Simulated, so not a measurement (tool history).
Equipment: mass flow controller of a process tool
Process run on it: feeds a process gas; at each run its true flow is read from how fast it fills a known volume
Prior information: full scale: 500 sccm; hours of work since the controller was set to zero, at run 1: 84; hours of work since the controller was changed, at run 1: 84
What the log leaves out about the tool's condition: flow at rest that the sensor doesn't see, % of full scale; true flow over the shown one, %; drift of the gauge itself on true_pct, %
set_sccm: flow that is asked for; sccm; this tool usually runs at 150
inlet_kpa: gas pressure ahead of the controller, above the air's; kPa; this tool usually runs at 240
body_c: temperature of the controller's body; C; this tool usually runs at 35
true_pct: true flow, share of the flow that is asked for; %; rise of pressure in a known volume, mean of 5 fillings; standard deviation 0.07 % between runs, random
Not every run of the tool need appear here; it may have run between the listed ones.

run	day	set_sccm	inlet_kpa	body_c	hours of work since the controller was set to zero	hours of work since the controller was changed	true_pct
1	0	150	240	35	84	84	98.51
2	4.046	225	240	35	150	150	98.66
3	8.321	225	240	35	220	220	98.72
4	15.808	150	240	35	341	341	98.52
5	23.638	150	240	35	469	469	98.43
6	28.129	150	240	35	542	542	98.43
7	32.862	150	240	35	619	619	98.5
8	36.817	238	240	35	683	683	98.61
9	45.067	238	240	35	817	817	98.54
10	54.558	395	240	35	972	972	98.84
11	62.992	150	240	35	1109	1109	98.33
12	70.433	150	240	35	1230	1230	98.41
13	76.025	150	240	35	1321	1321	98.34
14	81.733	150	240	35	1413	1413	98.39
15	87.071	150	240	35	1500	1500	98.32
16	91.508	150	240	35	1572	1572	98.31
17	98.833	150	240	35	1692	1692	98.19
18	107.942	150	240	35	1840	1840	98.26
19	114.029	150	240	35	1939	1939	98.19
20	123.617	150	240	35	2094	2094	98.17
21	131.246	496	181	25	2219	2219	99.67
22	139.708	133	240	29	2356	2356	98.46
23	147.817	244	160	21	2488	2488	99.48
24	156.088	295	156	21	2623	2623	99.7
25	161.292	55	227	21	2707	2707	98.95
26	169.533	55	227	21	2841	2841	98.79
27	175.442	150	249	30	2937	2937	98.3
28	180.958	150	249	30	3027	3027	98.26
29	189.683	233	142	39	3169	3169	98.48
30	197.517	233	142	39	3296	3296	98.48
31	206.704	233	142	39	3446	3446	98.38
32	214.817	233	142	39	3578	3578	98.44
33	221.654	279	185	25	3689	3689	99.15
# day 226.929: gauge calibrated
34	230.529	273	152	29	3833	3833	99.68
35	238.417	162	147	39	3961	3961	98.86
36	247.338	251	252	28	4106	4106	99.07
37	253.921	251	252	28	4213	4213	98.93
38	260.558	129	252	28	4321	4321	98.72
39	265.042	129	171	21	4394	4394	99.59

Alternative continuations, all from the tool just after run 39; predict every row:
A	273.004	64	240	35	4524	4524	?
B	273.004	94	240	20	4524	4524	?
C	273.004	312	277	21	4524	4524	?

run	true_pct
A	98.24
B	99.43
C	99.33
Stripped of hidden state, with their random variation kept, the same runs would have yielded:
run	true_pct
A	98.39
B	99.57
C	99.46
